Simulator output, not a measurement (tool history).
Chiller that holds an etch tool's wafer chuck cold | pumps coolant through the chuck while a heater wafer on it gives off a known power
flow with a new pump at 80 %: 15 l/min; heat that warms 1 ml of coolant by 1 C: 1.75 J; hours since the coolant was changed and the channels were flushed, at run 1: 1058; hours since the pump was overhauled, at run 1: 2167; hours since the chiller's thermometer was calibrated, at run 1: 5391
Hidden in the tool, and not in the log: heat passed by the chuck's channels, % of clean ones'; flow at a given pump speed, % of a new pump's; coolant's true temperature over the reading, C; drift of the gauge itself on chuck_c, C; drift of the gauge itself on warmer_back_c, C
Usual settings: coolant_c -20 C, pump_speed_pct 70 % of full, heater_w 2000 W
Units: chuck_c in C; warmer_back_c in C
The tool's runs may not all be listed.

run	hour	coolant_c	pump_speed_pct	heater_w	hours since the coolant was changed and the channels were flushed	hours since the pump was overhauled	hours since the chiller's thermometer was calibrated	chuck_c	warmer_back_c
1	0.0	-20	70	2000	1058	2167	5391	-4.6	5.30
2	40.3	-20	70	2000	1098	2207	5431	-4.5	5.31
3	72.9	-20	70	2000	1130	2240	5464	-4.7	5.24
4	110.5	-20	70	2000	1168	2277	5502	-4.5	5.29
5	139.0	-20	70	1390	1197	2306	5530	-9.2	3.71
6	198.1	-20	70	2000	1256	2365	5589	-4.5	5.30
7	236.4	-20	70	2000	1294	2403	5627	-4.5	5.31
8	301.8	-20	70	2000	1359	2468	5693	-4.5	5.33
9	361.8	-20	70	2000	1419	2529	5753	-4.7	5.28
10	399.6	-20	70	2000	1457	2566	5791	-4.7	5.29
11	448.8	-20	70	2000	1506	2616	5840	-4.5	5.28
# hour 486.4: chiller's thermometer calibrated
12	486.6	-20	70	2000	1543	2652	0	-4.5	5.35
13	520.2	-20	70	2000	1577	2686	34	-4.6	5.32
14	582.9	-20	70	1608	1639	2749	97	-7.4	4.26
15	628.0	-20	70	1608	1685	2794	142	-7.7	4.26
16	661.9	-20	70	2000	1718	2828	176	-4.6	5.30
17	707.3	-20	70	1498	1764	2873	221	-8.4	3.96
18	765.4	-20	71	1656	1822	2931	279	-7.4	4.34
19	815.6	-20	70	2750	1872	2981	329	1.3	7.32
20	868.6	-16	66	2000	1925	3034	382	-0.2	5.65
21	917.8	-22	65	2283	1974	3084	431	-3.4	6.60
22	963.4	-26	77	1628	2020	3129	477	-14.1	3.91
23	990.4	-26	77	1628	2047	3156	504	-14.1	3.83
24	1026.8	-22	70	2000	2083	3192	540	-6.7	5.32
25	1064.2	-22	70	2000	2121	3230	578	-6.6	5.26
26	1100.5	-22	70	2000	2157	3266	614	-6.7	5.33
27	1135.7	-15	87	1750	2192	3301	649	-3.5	3.66
28	1180.6	-16	70	2575	2237	3346	694	3.8	6.79
29	1235.5	-23	91	2147	2292	3401	749	-9.1	4.34
30	1297.6	-23	91	2147	2354	3463	811	-8.9	4.24
31	1335.9	-20	70	2121	2392	3502	850	-3.7	5.65
32	1375.8	-20	70	2121	2432	3542	889	-3.6	5.67

3 ways to go on from here, each from the tool as it stands after run 32. What would each give?
A	1434.2	-29	64	2000	2491	3600	948	?	?
B	1434.2	-14	70	2175	2491	3600	948	?	?
C	1434.2	-27	70	1059	2491	3600	948	?	?

run	chuck_c	warmer_back_c
A	-12.6	5.92
B	2.8	5.75
C	-19.0	2.84
Without the tool's hidden state the same runs would have given:
run	chuck_c	warmer_back_c
A	-12.6	5.91
B	2.8	5.74
C	-19.0	2.83

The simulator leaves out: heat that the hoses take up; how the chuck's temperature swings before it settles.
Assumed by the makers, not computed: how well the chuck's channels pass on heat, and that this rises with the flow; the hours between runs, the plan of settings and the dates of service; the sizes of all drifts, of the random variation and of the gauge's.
